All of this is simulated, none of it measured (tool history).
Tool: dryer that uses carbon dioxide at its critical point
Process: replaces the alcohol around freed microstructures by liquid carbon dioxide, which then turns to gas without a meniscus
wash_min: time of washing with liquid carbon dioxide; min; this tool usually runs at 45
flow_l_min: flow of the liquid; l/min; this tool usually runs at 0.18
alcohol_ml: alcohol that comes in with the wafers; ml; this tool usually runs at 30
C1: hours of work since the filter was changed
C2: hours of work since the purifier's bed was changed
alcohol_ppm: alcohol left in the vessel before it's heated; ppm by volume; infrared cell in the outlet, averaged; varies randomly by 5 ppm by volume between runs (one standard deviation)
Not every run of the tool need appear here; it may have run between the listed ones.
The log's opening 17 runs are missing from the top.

{"run": 18, "hour": 263.6, "wash_min": 46, "flow_l_min": 0.18, "alcohol_ml": 30, "C1": 53, "C2": 394, "alcohol_ppm": 77}
{"run": 19, "hour": 286.2, "wash_min": 45, "flow_l_min": 0.219, "alcohol_ml": 53, "C1": 67, "C2": 408, "alcohol_ppm": 71}
{"run": 20, "hour": 308.8, "wash_min": 45, "flow_l_min": 0.219, "alcohol_ml": 53, "C1": 82, "C2": 422, "alcohol_ppm": 72}
{"run": 21, "hour": 324.4, "wash_min": 45, "flow_l_min": 0.219, "alcohol_ml": 53, "C1": 92, "C2": 432, "alcohol_ppm": 74}
{"run": 22, "hour": 343.1, "wash_min": 63, "flow_l_min": 0.134, "alcohol_ml": 59, "C1": 104, "C2": 444, "alcohol_ppm": 96}
{"run": 23, "hour": 353.7, "wash_min": 63, "flow_l_min": 0.115, "alcohol_ml": 90, "C1": 110, "C2": 451, "alcohol_ppm": 198}
{"run": 24, "hour": 368.9, "wash_min": 35, "flow_l_min": 0.299, "alcohol_ml": 103, "C1": 120, "C2": 460, "alcohol_ppm": 71}
{"run": 25, "hour": 385.3, "wash_min": 49, "flow_l_min": 0.18, "alcohol_ml": 25, "C1": 130, "C2": 471, "alcohol_ppm": 76}
{"run": 26, "hour": 404.4, "wash_min": 41, "flow_l_min": 0.217, "alcohol_ml": 73, "C1": 142, "C2": 483, "alcohol_ppm": 101}
{"run": 27, "hour": 421.3, "wash_min": 41, "flow_l_min": 0.217, "alcohol_ml": 73, "C1": 153, "C2": 494, "alcohol_ppm": 92}
{"run": 28, "hour": 442.3, "wash_min": 35, "flow_l_min": 0.146, "alcohol_ml": 108, "C1": 166, "C2": 507, "alcohol_ppm": 1310}
{"run": 29, "hour": 452.9, "wash_min": 35, "flow_l_min": 0.146, "alcohol_ml": 108, "C1": 173, "C2": 514, "alcohol_ppm": 1360}

Estimate the outcome of run 30 from the log above:
{"run": 30, "hour": 464.2, "wash_min": 27, "flow_l_min": 0.209, "alcohol_ml": 30, "C1": 180, "C2": 521, "alcohol_ppm": "?"}

Run 30 yielded alcohol_ppm 305 ppm by volume.
Had the tool carried no hidden state, the very same run would have given alcohol_ppm 166 ppm by volume.
